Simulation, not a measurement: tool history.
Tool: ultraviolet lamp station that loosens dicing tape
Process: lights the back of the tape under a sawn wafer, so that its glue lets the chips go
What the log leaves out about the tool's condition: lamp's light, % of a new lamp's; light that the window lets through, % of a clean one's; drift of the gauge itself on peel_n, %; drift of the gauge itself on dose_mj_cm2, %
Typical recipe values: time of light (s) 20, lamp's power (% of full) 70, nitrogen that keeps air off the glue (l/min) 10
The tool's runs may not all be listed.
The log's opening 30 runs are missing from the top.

run,hour,time of light (s),lamp's power (% of full),nitrogen that keeps air off the glue (l/min),hours of work of the lamp,hours of work since the window was cleaned,force that peels the tape off (N),light that reached the tape (J/m2)
31,413.8,14,77,10,509,72,2.552,1700
32,431.7,12,71,8,519,82,3.767,1350
33,449,12,83,8,528,91,2.987,1580
34,467.5,12,83,8,537,100,3.065,1590
35,478.9,11,70,6,543,106,4.349,1220
36,497.6,11,70,6,553,116,4.347,1220
37,507.6,11,70,6,558,121,4.266,1230
38,516,11,70,6,563,126,4.269,1190

Alternative continuations, all from the tool just after run 38; predict every row:
A,532.7,20,88,10,571,134,?,?
B,532.7,16,70,11,571,134,?,?
C,532.7,38,70,13,571,134,?,?
D,532.7,20,61,10,571,134,?,?
E,532.7,10,70,6,571,134,?,?

run,force that peels the tape off (N),light that reached the tape (J/m2)
A,1.073,2730
B,2.36,1710
C,0.329,4130
D,2.178,1920
E,4.558,1140
Stripped of hidden state, with their random variation kept, the same runs would have yielded:
run,force that peels the tape off (N),light that reached the tape (J/m2)
A,0.822,3060
B,1.965,1930
C,0.236,4640
D,1.791,2150
E,4.11,1280
